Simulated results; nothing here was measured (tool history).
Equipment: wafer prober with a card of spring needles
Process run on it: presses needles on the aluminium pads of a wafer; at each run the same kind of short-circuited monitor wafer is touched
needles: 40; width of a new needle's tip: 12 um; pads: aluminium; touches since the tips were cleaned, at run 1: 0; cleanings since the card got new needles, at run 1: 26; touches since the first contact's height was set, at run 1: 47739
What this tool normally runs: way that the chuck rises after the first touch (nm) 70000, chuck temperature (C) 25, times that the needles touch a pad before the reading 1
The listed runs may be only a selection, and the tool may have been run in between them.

run,hour,way that the chuck rises after the first touch (nm),chuck temperature (C),times that the needles touch a pad before the reading,touches since the tips were cleaned,cleanings since the card got new needles,touches since the first contact's height was set,resistance of one needle with its contact and lead (mohm),way that a needle slides on the pad (nm)
1,0.0,70000,25,1,0,26,47739,265,9940
# hour 4.1: tips cleaned on abrasive film
# hour 8.1: tips cleaned on abrasive film
# hour 11.4: tips cleaned on abrasive film
2,13.6,70000,37,1,1060,29,54144,295,9830
# hour 15.3: tips cleaned on abrasive film
# hour 19.3: tips cleaned on abrasive film
# hour 23.4: tips cleaned on abrasive film
# hour 27.4: tips cleaned on abrasive film
# hour 30.7: tips cleaned on abrasive film
# hour 34.7: tips cleaned on abrasive film
3,34.7,70000,37,1,0,35,64058,268,9830
# hour 38.0: tips cleaned on abrasive film
# hour 42.1: tips cleaned on abrasive film
# hour 45.3: tips cleaned on abrasive film
# hour 49.4: tips cleaned on abrasive film
# hour 53.4: tips cleaned on abrasive film
4,54.6,70000,37,2,565,40,73405,282,9810
# hour 57.1: tips cleaned on abrasive film
# hour 60.4: tips cleaned on abrasive film
# hour 64.4: tips cleaned on abrasive film
5,67.0,70000,37,2,1244,43,79231,295,9690
# hour 67.9: tips cleaned on abrasive film
# hour 71.9: tips cleaned on abrasive film
# hour 75.2: tips cleaned on abrasive film
# hour 79.3: tips cleaned on abrasive film
# hour 83.3: tips cleaned on abrasive film
# hour 86.6: tips cleaned on abrasive film
6,89.5,70000,37,2,1392,49,89789,293,9620
# hour 90.4: tips cleaned on abrasive film
# hour 93.6: tips cleaned on abrasive film
# hour 97.7: tips cleaned on abrasive film
# hour 101.7: tips cleaned on abrasive film
# hour 105.8: tips cleaned on abrasive film
7,105.9,70000,37,2,35,54,97459,265,9540
# hour 109.1: tips cleaned on abrasive film
# hour 112.4: tips cleaned on abrasive film
# hour 116.5: tips cleaned on abrasive film
# hour 119.7: tips cleaned on abrasive film
# hour 123.8: tips cleaned on abrasive film
# hour 127.1: tips cleaned on abrasive film
8,127.3,70000,37,2,120,60,107506,268,9490
# hour 130.6: tips cleaned on abrasive film
# hour 134.6: tips cleaned on abrasive film
# hour 138.7: tips cleaned on abrasive film
9,140.7,70000,51,1,981,63,113830,317,9570
# hour 142.4: tips cleaned on abrasive film
# hour 146.5: tips cleaned on abrasive film
# hour 150.5: tips cleaned on abrasive film
10,152.7,70000,51,1,1044,66,119455,327,9500
# hour 154.4: tips cleaned on abrasive film
# hour 157.6: tips cleaned on abrasive film
# hour 161.7: tips cleaned on abrasive film
# hour 165.7: tips cleaned on abrasive film
# hour 169.8: tips cleaned on abrasive film
# hour 173.1: tips cleaned on abrasive film
# hour 177.1: tips cleaned on abrasive film
11,177.1,70000,51,1,0,73,130896,271,9400
# hour 181.2: tips cleaned on abrasive film
# hour 184.4: tips cleaned on abrasive film
# hour 188.5: tips cleaned on abrasive film
12,189.1,70000,51,1,302,76,136542,290,9270
# hour 192.4: tips cleaned on abrasive film
# hour 195.6: tips cleaned on abrasive film
# hour 199.7: tips cleaned on abrasive film
# hour 203.7: tips cleaned on abrasive film
# hour 207.0: tips cleaned on abrasive film
# hour 211.1: tips cleaned on abrasive film
# hour 215.1: tips cleaned on abrasive film
13,215.7,70000,63,1,280,83,149039,295,9200
# hour 219.0: tips cleaned on abrasive film
# hour 223.0: tips cleaned on abrasive film
# hour 227.1: tips cleaned on abrasive film
# hour 231.1: tips cleaned on abrasive film
14,232.1,53000,30,1,442,87,156735,328,6770

The next listed run, before its measurement:
# hour 234.5: tips cleaned on abrasive film
# hour 238.6: tips cleaned on abrasive film
# hour 242.7: tips cleaned on abrasive film
# hour 245.9: tips cleaned on abrasive film
15,248.4,53000,30,1,1215,91,164442,?,?

{"run 15": {"resistance of one needle with its contact and lead (mohm)": 376, "way that a needle slides on the pad (nm)": 6770}}
If the tool had no hidden condition, the same run with the same run-to-run variation would have returned resistance of one needle with its contact and lead (mohm) 260, way that a needle slides on the pad (nm) 7850.
